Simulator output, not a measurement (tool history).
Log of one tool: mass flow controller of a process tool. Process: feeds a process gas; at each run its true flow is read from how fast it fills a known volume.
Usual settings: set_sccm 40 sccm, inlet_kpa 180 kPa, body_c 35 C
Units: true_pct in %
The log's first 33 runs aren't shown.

{"run": 34, "hour": 6125.5, "set_sccm": 17, "inlet_kpa": 280, "body_c": 22, "true_pct": 100.04}
{"run": 35, "hour": 6261.1, "set_sccm": 22, "inlet_kpa": 180, "body_c": 25, "true_pct": 100.55}
{"run": 36, "hour": 6447.9, "set_sccm": 30, "inlet_kpa": 183, "body_c": 22, "true_pct": 101.04}
{"run": 37, "hour": 6601.8, "set_sccm": 45, "inlet_kpa": 233, "body_c": 39, "true_pct": 100.69}
{"run": 38, "hour": 6723.7, "set_sccm": 45, "inlet_kpa": 233, "body_c": 39, "true_pct": 100.52}
{"run": 39, "hour": 6857.1, "set_sccm": 45, "inlet_kpa": 233, "body_c": 39, "true_pct": 100.77}
{"run": 40, "hour": 7057.4, "set_sccm": 46, "inlet_kpa": 238, "body_c": 35, "true_pct": 100.89}
{"run": 41, "hour": 7271.8, "set_sccm": 15, "inlet_kpa": 180, "body_c": 39, "true_pct": 99.34}
{"run": 42, "hour": 7476.3, "set_sccm": 18, "inlet_kpa": 144, "body_c": 25, "true_pct": 100.27}
{"run": 43, "hour": 7732.2, "set_sccm": 16, "inlet_kpa": 248, "body_c": 25, "true_pct": 99.8}
{"run": 44, "hour": 7985.3, "set_sccm": 16, "inlet_kpa": 248, "body_c": 25, "true_pct": 99.91}
{"run": 45, "hour": 8206.3, "set_sccm": 10, "inlet_kpa": 222, "body_c": 21, "true_pct": 98.84}
{"run": 46, "hour": 8443.5, "set_sccm": 10, "inlet_kpa": 222, "body_c": 31, "true_pct": 98.27}
{"hour": 8512.1, "done": "controller exchanged for a calibrated one"}
{"run": 47, "hour": 8554.3, "set_sccm": 81, "inlet_kpa": 222, "body_c": 21, "true_pct": 99.9}
{"run": 48, "hour": 8752.7, "set_sccm": 40, "inlet_kpa": 152, "body_c": 36, "true_pct": 98.86}
{"run": 49, "hour": 8908.2, "set_sccm": 40, "inlet_kpa": 151, "body_c": 38, "true_pct": 98.62}

Forecast each of these 3 alternatives for the next run:
{"run": "A", "hour": 9115.4, "set_sccm": 45, "inlet_kpa": 142, "body_c": 34, "true_pct": "?"}
{"run": "B", "hour": 9115.4, "set_sccm": 84, "inlet_kpa": 151, "body_c": 28, "true_pct": "?"}
{"run": "C", "hour": 9115.4, "set_sccm": 98, "inlet_kpa": 234, "body_c": 23, "true_pct": "?"}

run=A true_pct=98.97
run=B true_pct=99.93
run=C true_pct=100.16
Without the tool's hidden state the same runs would have given:
run=A true_pct=98.8
run=B true_pct=99.71
run=C true_pct=99.92
